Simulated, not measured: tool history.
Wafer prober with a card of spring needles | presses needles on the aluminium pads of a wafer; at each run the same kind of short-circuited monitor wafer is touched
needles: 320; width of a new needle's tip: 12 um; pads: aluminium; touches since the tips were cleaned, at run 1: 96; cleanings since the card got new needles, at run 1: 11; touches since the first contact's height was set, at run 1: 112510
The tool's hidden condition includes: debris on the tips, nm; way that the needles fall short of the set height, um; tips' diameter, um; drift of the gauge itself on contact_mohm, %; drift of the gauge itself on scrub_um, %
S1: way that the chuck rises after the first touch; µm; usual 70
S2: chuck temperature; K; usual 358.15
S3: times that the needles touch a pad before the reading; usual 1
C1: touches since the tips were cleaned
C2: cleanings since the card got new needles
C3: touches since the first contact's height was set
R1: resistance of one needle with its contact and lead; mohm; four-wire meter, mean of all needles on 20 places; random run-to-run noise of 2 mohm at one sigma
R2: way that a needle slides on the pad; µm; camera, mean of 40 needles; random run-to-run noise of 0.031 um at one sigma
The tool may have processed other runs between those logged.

| run | hour | S1 | S2 | S3 | C1 | C2 | C3 | R1 | R2 |
|---|---|---|---|---|---|---|---|---|---|
| 1 | 0 | 70 | 358.15 | 1 | 96 | 11 | 112510 | 223 | 18.86 |
| 2 | 16.2 | 70 | 358.15 | 1 | 5847 | 11 | 118261 | 252 | 18.82 |
|  | 25.3 | tips cleaned on abrasive film |
| 3 | 25.5 | 70 | 358.15 | 1 | 95 | 12 | 121543 | 268 | 18.68 |
| 4 | 38.5 | 70 | 358.15 | 1 | 4706 | 12 | 126154 | 256 | 18.79 |
|  | 50.6 | tips cleaned on abrasive film |
| 5 | 57.6 | 70 | 358.15 | 1 | 2499 | 13 | 132891 | 242 | 18.79 |
| 6 | 72.5 | 70 | 358.15 | 1 | 7782 | 13 | 138174 | 253 | 18.72 |
|  | 77.2 | tips cleaned on abrasive film |
|  | 88.3 | tips cleaned on abrasive film, once more |
| 7 | 88.3 | 70 | 358.15 | 1 | 0 | 15 | 143711 | 224 | 18.68 |
| 8 | 97.4 | 70 | 358.15 | 1 | 3225 | 15 | 146936 | 249 | 18.72 |
| 9 | 106.6 | 70 | 358.15 | 1 | 6501 | 15 | 150212 | 257 | 18.7 |
|  | 114.8 | tips cleaned on abrasive film |
| 10 | 115.4 | 70 | 358.15 | 1 | 200 | 16 | 153297 | 221 | 18.65 |
| 11 | 126.6 | 70 | 358.15 | 1 | 4186 | 16 | 157283 | 249 | 18.71 |
|  | 140.1 | tips cleaned on abrasive film |
| 12 | 143.3 | 70 | 358.15 | 1 | 1126 | 17 | 163165 | 229 | 18.64 |
| 13 | 164 | 70 | 358.15 | 1 | 8483 | 17 | 170522 | 253 | 18.67 |
|  | 166.6 | tips cleaned on abrasive film |
| 14 | 178.3 | 70 | 358.15 | 1 | 4141 | 18 | 175575 | 246 | 18.66 |
| 15 | 186.7 | 70 | 358.15 | 1 | 7130 | 18 | 178564 | 256 | 18.61 |
|  | 192.8 | tips cleaned on abrasive film |
| 16 | 199.2 | 70 | 358.15 | 1 | 2264 | 19 | 182945 | 245 | 18.58 |
| 17 | 209.9 | 70 | 358.15 | 1 | 6083 | 19 | 186764 | 253 | 18.6 |
|  | 211.9 | height of the first contact set anew |
|  | 219.1 | tips cleaned on abrasive film |
| 18 | 229.8 | 70 | 310.15 | 1 | 3791 | 20 | 6312 | 237 | 19.03 |
| 19 | 242 | 70 | 310.15 | 1 | 8134 | 20 | 10655 | 245 | 19.05 |
|  | 245.2 | tips cleaned on abrasive film |
| 20 | 251.7 | 87 | 358.15 | 1 | 2301 | 21 | 14037 | 230 | 23.63 |
| 21 | 265.9 | 70 | 358.15 | 2 | 7373 | 21 | 19109 | 242 | 19.06 |
|  | 270.8 | tips cleaned on abrasive film |
| 22 | 275.9 | 70 | 358.15 | 2 | 1801 | 22 | 22610 | 228 | 18.96 |
| 23 | 288.3 | 54 | 367.15 | 1 | 6194 | 22 | 27003 | 270 | 14.64 |
|  | 296.6 | tips cleaned on abrasive film |
| 24 | 306.1 | 70 | 308.15 | 2 | 3364 | 23 | 33282 | 219 | 18.94 |
|  | 322 | tips cleaned on abrasive film |
| 25 | 322 | 70 | 308.15 | 2 | 0 | 24 | 38911 | 212 | 18.95 |
| 26 | 332.7 | 70 | 310.15 | 2 | 3794 | 24 | 42705 | 226 | 18.92 |
|  | 348.1 | tips cleaned on abrasive film |
| 27 | 350.3 | 70 | 310.15 | 2 | 768 | 25 | 48912 | 216 | 18.89 |
| 28 | 367.9 | 70 | 310.15 | 2 | 7018 | 25 | 55162 | 228 | 18.89 |
|  | 374.4 | tips cleaned on abrasive film |
| 29 | 376.6 | 65 | 358.15 | 1 | 788 | 26 | 58232 | 231 | 17.52 |
| 30 | 387.7 | 70 | 395.15 | 2 | 4710 | 26 | 62154 | 252 | 18.84 |
|  | 401.2 | tips cleaned on abrasive film |
| 31 | 404.4 | 70 | 393.15 | 1 | 1123 | 27 | 68048 | 240 | 18.83 |
| 32 | 415 | 63 | 302.15 | 1 | 4879 | 27 | 71804 | 248 | 16.96 |
|  | 427.8 | tips cleaned on abrasive film |
| 33 | 432.2 | 63 | 302.15 | 1 | 1568 | 28 | 77908 | 231 | 16.91 |
| 34 | 445.6 | 63 | 302.15 | 1 | 6311 | 28 | 82651 | 254 | 16.93 |

Here are 3 independent what-if runs from the current tool condition. What would each one return?
|  | 453.6 | tips cleaned on abrasive film |
| A | 461.2 | 58 | 358.15 | 2 | 2676 | 29 | 88143 | ? | ? |
|  | 453.6 | tips cleaned on abrasive film |
| B | 461.2 | 89 | 309.15 | 3 | 2676 | 29 | 88143 | ? | ? |
|  | 453.6 | tips cleaned on abrasive film |
| C | 461.2 | 55 | 331.15 | 1 | 2676 | 29 | 88143 | ? | ? |

| run | R1 | R2 |
|---|---|---|
| A | 240 | 15.57 |
| B | 213 | 24 |
| C | 250 | 14.75 |
With no hidden state in the tool, these same runs would have given:
| run | R1 | R2 |
|---|---|---|
| A | 221 | 15.81 |
| B | 206 | 24.24 |
| C | 214 | 15 |
